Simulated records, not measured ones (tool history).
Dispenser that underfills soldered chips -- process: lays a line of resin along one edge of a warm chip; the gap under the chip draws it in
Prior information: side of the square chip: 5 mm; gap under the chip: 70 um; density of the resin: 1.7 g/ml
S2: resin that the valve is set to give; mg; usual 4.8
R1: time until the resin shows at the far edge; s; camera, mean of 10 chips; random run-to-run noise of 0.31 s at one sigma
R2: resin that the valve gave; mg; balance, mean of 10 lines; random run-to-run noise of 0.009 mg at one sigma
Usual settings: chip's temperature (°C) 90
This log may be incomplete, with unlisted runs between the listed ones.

Run 1, day 0: usual settings. Result: R1 8.4 s, R2 4.769 mg.
At day 0.158: new syringe of resin.
Run 2, day 0.162: usual settings but S2 5.44 mg. Result: R1 6.4 s, R2 5.408 mg.
Run 3, day 0.346: usual settings but S2 5.44 mg. Result: R1 7.8 s, R2 5.386 mg.
Run 4, day 0.471: usual settings but chip's temperature (°C) 80. Result: R1 13.9 s, R2 4.753 mg.
At day 0.558: new syringe of resin.
Run 5, day 0.717: usual settings but chip's temperature (°C) 80. Result: R1 11.4 s, R2 4.763 mg.
Run 6, day 0.9: usual settings but chip's temperature (°C) 80. Result: R1 14.7 s, R2 4.733 mg.
At day 0.958: new syringe of resin.
Run 7, day 1.162: usual settings but chip's temperature (°C) 100. Result: R1 5.9 s, R2 4.734 mg.
Run 8, day 1.312: usual settings but chip's temperature (°C) 88. Result: R1 11.1 s, R2 4.728 mg.
At day 1.362: new syringe of resin.
Run 9, day 1.488: usual settings but chip's temperature (°C) 88. Result: R1 8.2 s, R2 4.713 mg.
Run 10, day 1.725: usual settings but chip's temperature (°C) 88. Result: R1 10.5 s, R2 4.725 mg.
At day 1.762: new syringe of resin.
Run 11, day 1.888: usual settings but chip's temperature (°C) 88. Result: R1 7.8 s, R2 4.721 mg.
Run 12, day 2.042: usual settings but S2 5.18 mg. Result: R1 8.6 s, R2 5.071 mg.
At day 2.158: new syringe of resin.
Run 13, day 2.158: usual settings but S2 5.18 mg. Result: R1 5.7 s, R2 5.082 mg.
At day 2.3: dispensing valve cleaned and set on the balance.
Run 14, day 2.367: usual settings. Result: R1 7.7 s, R2 4.811 mg.
At day 2.592: new syringe of resin.
Run 15, day 2.604: usual settings. Result: R1 6.1 s, R2 4.804 mg.
Run 16, day 2.762: usual settings. Result: R1 7.6 s, R2 4.802 mg.
Run 17, day 2.888: usual settings. Result: R1 9 s, R2 4.791 mg.
At day 2.996: new syringe of resin.
Run 18, day 3.062: usual settings. Result: R1 6.7 s, R2 4.791 mg.
Run 19, day 3.188: usual settings but chip's temperature (°C) 89. Result: R1 8.4 s, R2 4.784 mg.

Run 20, settings as shown, results not yet in. Your forecast:
Run 20, day 3.325: usual settings but chip's temperature (°C) 86, S2 5.37 mg. Result: R1 ?, R2 ?.

R1: 10.9 s
R2: 5.349 mg
Had the tool carried no hidden state, the very same run would have given R1 7.2 s, R2 5.375 mg.
